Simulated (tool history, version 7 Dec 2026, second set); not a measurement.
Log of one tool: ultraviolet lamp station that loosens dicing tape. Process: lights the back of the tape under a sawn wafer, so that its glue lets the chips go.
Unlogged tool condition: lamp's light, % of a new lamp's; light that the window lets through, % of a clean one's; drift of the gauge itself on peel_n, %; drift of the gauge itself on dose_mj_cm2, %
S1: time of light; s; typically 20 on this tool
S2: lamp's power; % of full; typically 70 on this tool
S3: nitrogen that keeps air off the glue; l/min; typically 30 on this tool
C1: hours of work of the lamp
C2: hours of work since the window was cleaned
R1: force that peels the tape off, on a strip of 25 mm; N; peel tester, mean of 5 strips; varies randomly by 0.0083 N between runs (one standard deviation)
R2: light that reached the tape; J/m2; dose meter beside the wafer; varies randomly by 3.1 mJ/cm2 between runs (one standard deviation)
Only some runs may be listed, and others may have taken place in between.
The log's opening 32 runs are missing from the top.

run 33 hour=2126.6 | S1=11 S2=87 S3=12 | C1=409 C2=178 | R1=0.933 R2=3170
run 34 hour=2217 | S1=11 S2=87 S3=12 | C1=463 C2=232 | R1=0.901 R2=3170
run 35 hour=2281.1 | S1=26 S2=94 S3=39 | C1=501 C2=270 | R1=0.216 R2=8080
run 36 hour=2377 | S1=24 S2=82 S3=11 | C1=558 C2=328 | R1=0.34 R2=6440
run 37 hour=2438.2 | S1=20 S2=87 S3=48 | C1=595 C2=364 | R1=0.231 R2=5710
-- hour=2481.5 window cleaned of glue's vapour
run 38 hour=2490.4 | S1=20 S2=70 S3=33 | C1=626 C2=5 | R1=0.323 R2=4650
run 39 hour=2538.4 | S1=13 S2=82 S3=17 | C1=654 C2=34 | R1=0.645 R2=3550
run 40 hour=2600.1 | S1=23 S2=82 S3=11 | C1=691 C2=71 | R1=0.345 R2=6250
run 41 hour=2644.8 | S1=23 S2=82 S3=11 | C1=718 C2=98 | R1=0.352 R2=6190
run 42 hour=2688.7 | S1=20 S2=66 S3=30 | C1=744 C2=124 | R1=0.367 R2=4410
run 43 hour=2773.5 | S1=16 S2=70 S3=30 | C1=795 C2=174 | R1=0.45 R2=3680
run 44 hour=2855.4 | S1=20 S2=69 S3=30 | C1=844 C2=223 | R1=0.339 R2=4520

Predict each of these 3 candidate next runs independently; none follows another, all start after run 44:
run A hour=2930.1 | S1=16 S2=70 S3=10 | C1=888 C2=268 | R1=? R2=?
run B hour=2930.1 | S1=30 S2=82 S3=30 | C1=888 C2=268 | R1=? R2=?
run C hour=2930.1 | S1=20 S2=62 S3=30 | C1=888 C2=268 | R1=? R2=?

run=A R1=0.802 R2=3690
run=B R1=0.226 R2=8140
run=C R1=0.389 R2=4060
With the hidden condition removed and each run's random variation left untouched, the same runs would have given:
run=A R1=0.796 R2=3710
run=B R1=0.226 R2=8180
run=C R1=0.386 R2=4080

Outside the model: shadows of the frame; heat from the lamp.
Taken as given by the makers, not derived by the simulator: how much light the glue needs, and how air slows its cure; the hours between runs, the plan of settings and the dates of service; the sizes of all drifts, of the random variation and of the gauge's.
